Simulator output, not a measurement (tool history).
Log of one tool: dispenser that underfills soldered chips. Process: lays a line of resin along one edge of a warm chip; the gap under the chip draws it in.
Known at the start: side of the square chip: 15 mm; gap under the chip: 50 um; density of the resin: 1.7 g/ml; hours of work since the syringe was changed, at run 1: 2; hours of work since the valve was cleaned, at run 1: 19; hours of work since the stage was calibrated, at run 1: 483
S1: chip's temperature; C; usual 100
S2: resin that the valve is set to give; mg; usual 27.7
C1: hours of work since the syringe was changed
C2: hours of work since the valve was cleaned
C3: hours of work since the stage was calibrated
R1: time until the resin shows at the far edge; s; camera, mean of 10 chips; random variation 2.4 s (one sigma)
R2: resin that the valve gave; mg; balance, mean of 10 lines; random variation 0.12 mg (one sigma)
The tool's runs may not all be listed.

run     day   S1    S2  C1  C2   C3     R1     R2
  1   0.000  100  27.7   2  19  483  271.9  27.21
  2   0.354  100  27.7   8  25  489  353.0  27.17
      0.571  -- new syringe of resin
  3   0.792  100  27.7   4  33  497  304.2  26.93
      1.258  -- new syringe of resin
  4   1.371   89  27.7   2  43  507  447.5  26.79
      1.921  -- new syringe of resin
  5   1.921   97  27.7   0  53  517  294.3  26.48
  6   2.212  101  27.7   5  58  522  309.7  26.40
      2.562  -- new syringe of resin
  7   2.588  100  25.1   0  65  529  278.1  23.56
  8   3.067  100  27.7   9  74  538  385.3  25.87
      3.229  -- new syringe of resin
  9   3.650  100  24.8   8  84  548  362.5  22.76
      3.733  -- dispensing valve cleaned and set on the balance
      3.925  -- new syringe of resin
 10   4.171  100  27.7   4   8  557  300.6  27.56
      4.567  -- new syringe of resin
 11   4.688  100  27.7   2  17  566  292.3  27.30
 12   5.058  100  29.6   9  24  573  380.0  29.19
      5.246  -- new syringe of resin
 13   5.417  100  25.9   3  30  579  296.8  24.97
 14   5.742  114  25.9   9  36  585  213.4  25.10
      5.879  -- new syringe of resin
 15   6.125  106  25.9   4  43  592  245.2  25.01
 16   6.429  110  34.1  10  48  597  247.1  32.54
      6.525  -- new syringe of resin
 17   6.883  110  34.1   7  56  605  218.3  32.23
      7.204  -- new syringe of resin
 18   7.300  111  29.3   2  64  613  180.7  27.70
      7.846  -- new syringe of resin
 19   7.871  100  24.3   0  74  623  282.3  22.69
      8.475  -- dispensing valve cleaned and set on the balance
      8.542  -- new syringe of resin
 20   8.600  114  29.9   1   2  635  153.8  30.01
 21   8.992  113  25.4   8   9  642  219.6  25.13
      9.188  -- new syringe of resin
 22   9.383   93  33.5   4  16  649  395.2  32.76
      9.804  -- stage's temperature calibrated
      9.892  -- new syringe of resin
 23   9.983   93  33.5   2  26    3  335.0  32.59
 24  10.400   86  34.5   9  34   11  606.8  33.38
     10.558  -- new syringe of resin
 25  10.725   86  28.1   3  39   16  479.8  26.81
 26  11.021   86  29.0   8  45   22  593.8  27.96
     11.221  -- new syringe of resin
 27  11.512  110  29.7   5  54   31  198.4  28.12
     11.862  -- new syringe of resin
 28  11.979  110  29.7   2  62   39  173.9  27.97
 29  12.333  104  33.4   9  68   45  276.0  31.42

3 ways to go on from here, each from the tool as it stands after run 29. What would each give?
     12.496  -- new syringe of resin
  A  12.671  110  27.7   3  74  51   ?   ?
     12.496  -- new syringe of resin
  B  12.671  112  32.0   3  74  51   ?   ?
     12.496  -- new syringe of resin
  C  12.671  113  31.2   3  74  51   ?   ?

run     R1     R2
  A  188.7  25.67
  B  171.4  29.57
  C  165.9  28.87
Without the tool's hidden state the same runs would have given:
run     R1     R2
  A  160.5  27.61
  B  146.9  31.80
  C  142.2  31.05
